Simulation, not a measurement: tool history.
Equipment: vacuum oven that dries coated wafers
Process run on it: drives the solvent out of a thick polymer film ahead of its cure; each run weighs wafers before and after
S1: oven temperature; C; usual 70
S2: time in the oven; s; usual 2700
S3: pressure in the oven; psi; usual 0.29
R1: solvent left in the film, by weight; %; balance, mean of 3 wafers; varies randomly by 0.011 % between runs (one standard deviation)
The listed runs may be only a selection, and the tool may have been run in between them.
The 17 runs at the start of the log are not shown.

run    hour  S1    S2     S3    R1
 18   756.3  70  2700  0.538  3.83
 19   815.7  70  2880  0.538  3.66
 20   870.5  70  2880  0.538  3.63
 21   905.1  70  2880  0.538  3.64
      930.4  -- oven's thermocouples calibrated
 22   932.4  70  2700  0.667  4.53
 23   972.9  70  2700  0.667  4.53
 24   998.6  70  2700   0.29  3.49
 25  1025.3  70  2700   0.29  3.46
 26    1081  70  3780  0.222  2.28
 27  1117.9  70  4380  0.222  1.91
 28  1171.3  70  4260  0.222  1.99
 29  1198.1  70  1860  0.222  4.49
 30  1253.2  70  1860  0.222  4.49
 31  1298.4  70  2700  0.342  3.59
 32    1335  69  1860  0.249  4.73
 33  1370.1  69  1860  0.249  4.74
 34  1428.8  70  2700  0.455   3.9

Run 35, settings as shown, results not yet in. Your forecast:
 35  1464.5  70  2700  0.281   ?

R1: 3.39 %
Without the tool's hidden state the same run would have given R1 3.25 %.
